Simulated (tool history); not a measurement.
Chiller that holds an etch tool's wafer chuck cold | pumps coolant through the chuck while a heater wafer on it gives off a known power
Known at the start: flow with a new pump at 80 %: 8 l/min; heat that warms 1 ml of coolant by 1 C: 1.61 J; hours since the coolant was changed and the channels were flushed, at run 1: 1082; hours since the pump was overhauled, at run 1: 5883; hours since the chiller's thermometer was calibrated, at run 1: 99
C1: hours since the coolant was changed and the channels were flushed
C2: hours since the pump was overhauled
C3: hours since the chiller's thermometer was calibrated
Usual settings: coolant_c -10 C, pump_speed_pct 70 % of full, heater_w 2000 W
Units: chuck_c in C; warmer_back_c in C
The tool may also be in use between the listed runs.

run 1 hour=0 | coolant_c=-10 pump_speed_pct=70 heater_w=2000 | C1=1082 C2=5883 C3=99 | chuck_c=15.7 warmer_back_c=10.6
run 2 hour=94 | coolant_c=0 pump_speed_pct=70 heater_w=2000 | C1=1176 C2=5977 C3=193 | chuck_c=25.7 warmer_back_c=10.64
run 3 hour=290.9 | coolant_c=0 pump_speed_pct=70 heater_w=2744 | C1=1373 C2=6174 C3=390 | chuck_c=35.1 warmer_back_c=14.62
run 4 hour=495.3 | coolant_c=-10 pump_speed_pct=70 heater_w=2000 | C1=1577 C2=6378 C3=594 | chuck_c=15.6 warmer_back_c=10.6
run 5 hour=715.2 | coolant_c=-10 pump_speed_pct=70 heater_w=2000 | C1=1797 C2=6598 C3=814 | chuck_c=15.6 warmer_back_c=10.6
run 6 hour=902.3 | coolant_c=-10 pump_speed_pct=94 heater_w=2000 | C1=1984 C2=6785 C3=1001 | chuck_c=10.1 warmer_back_c=7.98
run 7 hour=1088.9 | coolant_c=-10 pump_speed_pct=94 heater_w=2000 | C1=2171 C2=6972 C3=1187 | chuck_c=10.1 warmer_back_c=8.01
run 8 hour=1194.6 | coolant_c=-20 pump_speed_pct=70 heater_w=2000 | C1=2277 C2=7077 C3=1293 | chuck_c=5.6 warmer_back_c=10.62
run 9 hour=1408.4 | coolant_c=-20 pump_speed_pct=70 heater_w=2000 | C1=2490 C2=7291 C3=1507 | chuck_c=5.7 warmer_back_c=10.63
run 10 hour=1518.1 | coolant_c=-20 pump_speed_pct=70 heater_w=2000 | C1=2600 C2=7401 C3=1617 | chuck_c=5.6 warmer_back_c=10.6
-- hour=1583.8 coolant pump overhauled
run 11 hour=1723.3 | coolant_c=-20 pump_speed_pct=70 heater_w=2000 | C1=2800 C2=139 C3=1817 | chuck_c=5.5 warmer_back_c=10.66
run 12 hour=1852.6 | coolant_c=-20 pump_speed_pct=70 heater_w=1187 | C1=2930 C2=269 C3=1946 | chuck_c=-4.9 warmer_back_c=6.28
run 13 hour=2004.1 | coolant_c=-20 pump_speed_pct=70 heater_w=1187 | C1=3081 C2=420 C3=2098 | chuck_c=-4.9 warmer_back_c=6.32
run 14 hour=2102.9 | coolant_c=-20 pump_speed_pct=70 heater_w=1187 | C1=3180 C2=519 C3=2197 | chuck_c=-4.8 warmer_back_c=6.3
run 15 hour=2280.2 | coolant_c=-20 pump_speed_pct=70 heater_w=1187 | C1=3357 C2=696 C3=2374 | chuck_c=-4.8 warmer_back_c=6.3
run 16 hour=2458.7 | coolant_c=-20 pump_speed_pct=70 heater_w=1187 | C1=3536 C2=875 C3=2552 | chuck_c=-4.9 warmer_back_c=6.31
run 17 hour=2686.8 | coolant_c=-20 pump_speed_pct=70 heater_w=1187 | C1=3764 C2=1103 C3=2780 | chuck_c=-4.7 warmer_back_c=6.32
run 18 hour=2804.3 | coolant_c=-10 pump_speed_pct=75 heater_w=1258 | C1=3881 C2=1220 C3=2898 | chuck_c=5.1 warmer_back_c=6.28
run 19 hour=2940.5 | coolant_c=-9 pump_speed_pct=70 heater_w=2000 | C1=4018 C2=1357 C3=3034 | chuck_c=16.6 warmer_back_c=10.63
run 20 hour=3153.5 | coolant_c=-18 pump_speed_pct=96 heater_w=2000 | C1=4230 C2=1570 C3=3247 | chuck_c=1.7 warmer_back_c=7.81
run 21 hour=3281.1 | coolant_c=-18 pump_speed_pct=96 heater_w=2000 | C1=4358 C2=1697 C3=3375 | chuck_c=1.5 warmer_back_c=7.8
run 22 hour=3392.5 | coolant_c=-20 pump_speed_pct=76 heater_w=2000 | C1=4470 C2=1809 C3=3486 | chuck_c=3.9 warmer_back_c=9.84
run 23 hour=3501.1 | coolant_c=-11 pump_speed_pct=76 heater_w=2000 | C1=4578 C2=1917 C3=3595 | chuck_c=12.9 warmer_back_c=9.81
run 24 hour=3632.6 | coolant_c=-11 pump_speed_pct=76 heater_w=2000 | C1=4710 C2=2049 C3=3726 | chuck_c=13 warmer_back_c=9.85
run 25 hour=3745.7 | coolant_c=-11 pump_speed_pct=76 heater_w=2000 | C1=4823 C2=2162 C3=3839 | chuck_c=12.8 warmer_back_c=9.86
run 26 hour=3941.8 | coolant_c=-11 pump_speed_pct=76 heater_w=2000 | C1=5019 C2=2358 C3=4035 | chuck_c=13 warmer_back_c=9.86
run 27 hour=4096.8 | coolant_c=-1 pump_speed_pct=93 heater_w=1496 | C1=5174 C2=2513 C3=4190 | chuck_c=14.3 warmer_back_c=6.01
-- hour=4244.5 chiller's thermometer calibrated
run 28 hour=4244.5 | coolant_c=-1 pump_speed_pct=93 heater_w=1496 | C1=5321 C2=2660 C3=0 | chuck_c=14 warmer_back_c=6.03

Forecast run 29:
run 29 hour=4432.7 | coolant_c=-1 pump_speed_pct=93 heater_w=1496 | C1=5509 C2=2848 C3=188 | chuck_c=? warmer_back_c=?

{"run 29": {"chuck_c": 14.2, "warmer_back_c": 6.07}}
Without the tool's hidden state the same run would have given chuck_c 14.2 C, warmer_back_c 6.07 C.
